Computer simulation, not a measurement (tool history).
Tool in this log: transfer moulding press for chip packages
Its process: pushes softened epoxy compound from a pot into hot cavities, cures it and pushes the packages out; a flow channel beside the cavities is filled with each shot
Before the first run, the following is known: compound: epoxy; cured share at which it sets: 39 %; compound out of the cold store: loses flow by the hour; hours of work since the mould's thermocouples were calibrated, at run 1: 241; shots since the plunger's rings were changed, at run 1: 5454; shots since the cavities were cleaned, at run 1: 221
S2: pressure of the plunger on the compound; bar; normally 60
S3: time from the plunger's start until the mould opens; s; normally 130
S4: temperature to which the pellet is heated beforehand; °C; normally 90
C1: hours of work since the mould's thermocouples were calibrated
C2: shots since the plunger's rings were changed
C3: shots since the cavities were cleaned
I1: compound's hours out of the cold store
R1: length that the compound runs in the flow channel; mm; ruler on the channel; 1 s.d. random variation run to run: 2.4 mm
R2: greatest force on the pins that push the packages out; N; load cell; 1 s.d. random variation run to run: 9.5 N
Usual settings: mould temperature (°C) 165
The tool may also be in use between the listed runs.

{"run": 1, "hour": 0.0, "mould temperature (°C)": 165, "S2": 60, "S3": 130, "S4": 90, "C1": 241, "C2": 5454, "C3": 221, "I1": 32.8, "R1": 783, "R2": 425}
{"run": 2, "hour": 8.6, "mould temperature (°C)": 165, "S2": 60, "S3": 130, "S4": 90, "C1": 247, "C2": 5547, "C3": 314, "I1": 32, "R1": 783, "R2": 432}
{"run": 3, "hour": 17.1, "mould temperature (°C)": 165, "S2": 60, "S3": 130, "S4": 90, "C1": 253, "C2": 5638, "C3": 405, "I1": 9.8, "R1": 871, "R2": 456}
{"run": 4, "hour": 24.9, "mould temperature (°C)": 165, "S2": 60, "S3": 130, "S4": 90, "C1": 259, "C2": 5723, "C3": 490, "I1": 43.1, "R1": 752, "R2": 431}
{"run": 5, "hour": 34.7, "mould temperature (°C)": 165, "S2": 60, "S3": 130, "S4": 90, "C1": 266, "C2": 5829, "C3": 596, "I1": 30.3, "R1": 795, "R2": 442}
{"run": 6, "hour": 40.0, "mould temperature (°C)": 165, "S2": 60, "S3": 130, "S4": 90, "C1": 270, "C2": 5886, "C3": 653, "I1": 26, "R1": 811, "R2": 450}
{"hour": 49.4, "done": "plunger's sealing rings changed"}
{"run": 7, "hour": 51.3, "mould temperature (°C)": 165, "S2": 60, "S3": 130, "S4": 90, "C1": 277, "C2": 20, "C3": 748, "I1": 47, "R1": 738, "R2": 430}
{"run": 8, "hour": 59.4, "mould temperature (°C)": 164, "S2": 60, "S3": 130, "S4": 90, "C1": 282, "C2": 108, "C3": 836, "I1": 43.4, "R1": 754, "R2": 441}
{"hour": 66.0, "done": "cavities cleaned with cleaning compound and waxed"}
{"run": 9, "hour": 68.7, "mould temperature (°C)": 164, "S2": 60, "S3": 130, "S4": 90, "C1": 288, "C2": 193, "C3": 30, "I1": 41.7, "R1": 758, "R2": 442}
{"run": 10, "hour": 78.9, "mould temperature (°C)": 165, "S2": 54.5, "S3": 130, "S4": 82, "C1": 296, "C2": 303, "C3": 140, "I1": 26.2, "R1": 775, "R2": 435}
{"run": 11, "hour": 83.6, "mould temperature (°C)": 165, "S2": 66.4, "S3": 157, "S4": 82, "C1": 299, "C2": 353, "C3": 190, "I1": 26, "R1": 854, "R2": 381}
{"run": 12, "hour": 92.4, "mould temperature (°C)": 165, "S2": 66.4, "S3": 157, "S4": 82, "C1": 306, "C2": 449, "C3": 286, "I1": 31.3, "R1": 832, "R2": 378}
{"run": 13, "hour": 102.5, "mould temperature (°C)": 170, "S2": 66.4, "S3": 162, "S4": 92, "C1": 313, "C2": 558, "C3": 395, "I1": 16.5, "R1": 860, "R2": 374}

What does the tool deliver on the next run?
{"run": 14, "hour": 107.0, "mould temperature (°C)": 170, "S2": 66.4, "S3": 162, "S4": 92, "C1": 316, "C2": 606, "C3": 443, "I1": 25.6, "R1": "?", "R2": "?"}

Run 14 gave R1 820 mm, R2 385 N.
Take away the tool's hidden state, keep the run-to-run variation as it was, and the same run would have given R1 820 mm, R2 382 N.
